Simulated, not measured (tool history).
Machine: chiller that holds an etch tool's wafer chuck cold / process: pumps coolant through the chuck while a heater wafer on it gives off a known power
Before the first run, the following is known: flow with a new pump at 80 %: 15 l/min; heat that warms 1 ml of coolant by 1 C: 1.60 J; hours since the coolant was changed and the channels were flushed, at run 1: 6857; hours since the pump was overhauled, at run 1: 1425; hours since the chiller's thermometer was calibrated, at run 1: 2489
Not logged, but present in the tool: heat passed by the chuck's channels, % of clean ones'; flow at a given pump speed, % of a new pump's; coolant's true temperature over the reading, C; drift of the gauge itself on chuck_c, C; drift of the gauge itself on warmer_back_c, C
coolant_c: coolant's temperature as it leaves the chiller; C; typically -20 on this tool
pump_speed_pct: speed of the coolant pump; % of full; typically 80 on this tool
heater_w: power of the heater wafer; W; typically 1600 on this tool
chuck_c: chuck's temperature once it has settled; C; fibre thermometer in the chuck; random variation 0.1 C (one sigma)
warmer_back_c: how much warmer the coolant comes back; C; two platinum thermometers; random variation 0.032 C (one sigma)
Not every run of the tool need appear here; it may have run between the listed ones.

| run | hour | coolant_c | pump_speed_pct | heater_w | hours since the coolant was changed and the channels were flushed | hours since the pump was overhauled | hours since the chiller's thermometer was calibrated | chuck_c | warmer_back_c |
|---|---|---|---|---|---|---|---|---|---|
| 1 | 0 | -20 | 80 | 1600 | 6857 | 1425 | 2489 | -9.5 | 4.04 |
| 2 | 55.6 | -20 | 80 | 1600 | 6913 | 1481 | 2545 | -9.6 | 3.99 |
| 3 | 95.8 | -20 | 80 | 1600 | 6953 | 1521 | 2585 | -9.6 | 3.96 |
|  | 128 | coolant changed, channels flushed |
| 4 | 132.8 | -20 | 80 | 907 | 5 | 1552 | 2616 | -14.1 | 2.19 |
| 5 | 190.3 | -20 | 80 | 907 | 62 | 1610 | 2674 | -14 | 2.21 |
| 6 | 220.2 | -20 | 80 | 907 | 92 | 1639 | 2704 | -14 | 2.19 |
| 7 | 272.2 | -16 | 80 | 1600 | 144 | 1691 | 2756 | -5.6 | 3.93 |
|  | 316 | chiller's thermometer calibrated |
| 8 | 316 | -16 | 80 | 1600 | 187 | 1734 | 0 | -5.7 | 3.94 |
| 9 | 345.9 | -16 | 80 | 1600 | 217 | 1764 | 30 | -5.5 | 3.98 |
| 10 | 405.4 | -16 | 80 | 1600 | 276 | 1824 | 89 | -5.7 | 3.91 |
| 11 | 458.9 | -16 | 80 | 1600 | 330 | 1877 | 143 | -5.5 | 3.89 |
| 12 | 501.7 | -25 | 80 | 1600 | 373 | 1920 | 186 | -14.4 | 3.9 |
| 13 | 556.5 | -25 | 80 | 1600 | 428 | 1975 | 241 | -14.5 | 3.89 |
| 14 | 589.9 | -25 | 80 | 1600 | 461 | 2008 | 274 | -14.3 | 3.92 |
| 15 | 642.6 | -20 | 96 | 1600 | 514 | 2061 | 327 | -10.8 | 3.16 |
| 16 | 705.5 | -20 | 96 | 1600 | 577 | 2124 | 390 | -10.8 | 3.12 |
| 17 | 763.7 | -20 | 96 | 1600 | 635 | 2182 | 448 | -11 | 3.06 |
| 18 | 800.6 | -20 | 96 | 1600 | 672 | 2219 | 485 | -10.9 | 3.07 |
| 19 | 862 | -27 | 96 | 1600 | 733 | 2280 | 546 | -17.9 | 3.05 |
| 20 | 896.3 | -20 | 70 | 1600 | 767 | 2315 | 580 | -8.3 | 4.43 |
| 21 | 930 | -20 | 70 | 1600 | 801 | 2348 | 614 | -8.3 | 4.44 |
| 22 | 973.9 | -29 | 64 | 2316 | 845 | 2392 | 658 | -10.8 | 7.21 |
| 23 | 1039.9 | -29 | 64 | 2316 | 911 | 2458 | 724 | -10.9 | 7.17 |
| 24 | 1088.6 | -29 | 61 | 1593 | 960 | 2507 | 773 | -15.9 | 5.11 |
| 25 | 1150.1 | -16 | 65 | 1600 | 1021 | 2568 | 834 | -3.7 | 4.72 |
| 26 | 1213.4 | -25 | 80 | 999 | 1084 | 2632 | 897 | -18.4 | 2.21 |
| 27 | 1257.1 | -20 | 83 | 1082 | 1128 | 2675 | 941 | -13.1 | 2.26 |
| 28 | 1323.3 | -20 | 83 | 1082 | 1194 | 2742 | 1007 | -13.2 | 2.24 |
| 29 | 1371.2 | -20 | 83 | 1082 | 1242 | 2789 | 1055 | -13.2 | 2.28 |
| 30 | 1425.1 | -19 | 82 | 1245 | 1296 | 2843 | 1109 | -10.9 | 2.61 |
| 31 | 1487 | -19 | 82 | 1245 | 1358 | 2905 | 1171 | -11 | 2.64 |

How would selected steps in warmer_back_c from run to run divide? Give the signed amount a tool lacking its hidden state would still show from settings, what came in and random variation, and the signed amount left for the hidden state, including any gauge scatter that is not in both of the compared results.
Run 4 -> 5: no setting touched and nothing written in the log between the runs. warmer_back_c +0.02 C: hidden state -0.02, all else +0.04.
Run 7 -> 8: chiller's thermometer calibrated. warmer_back_c +0.01 C: hidden state -0.02, all else +0.03.
Run 14 -> 15: coolant_c -25 -> -20, pump_speed_pct 80 -> 96. warmer_back_c -0.76 C: hidden state -0.02, all else -0.74.
Run 21 -> 22: coolant_c -20 -> -29, pump_speed_pct 70 -> 64, heater_w 1600 -> 2316. warmer_back_c +2.77 C: hidden state -0.01, all else +2.78.
Run 23 -> 24: pump_speed_pct 64 -> 61, heater_w 2316 -> 1593. warmer_back_c -2.06 C: hidden state -0.02, all else -2.04.
Run 25 -> 26: coolant_c -16 -> -25, pump_speed_pct 65 -> 80, heater_w 1600 -> 999. warmer_back_c -2.51 C: hidden state -0.01, all else -2.5.
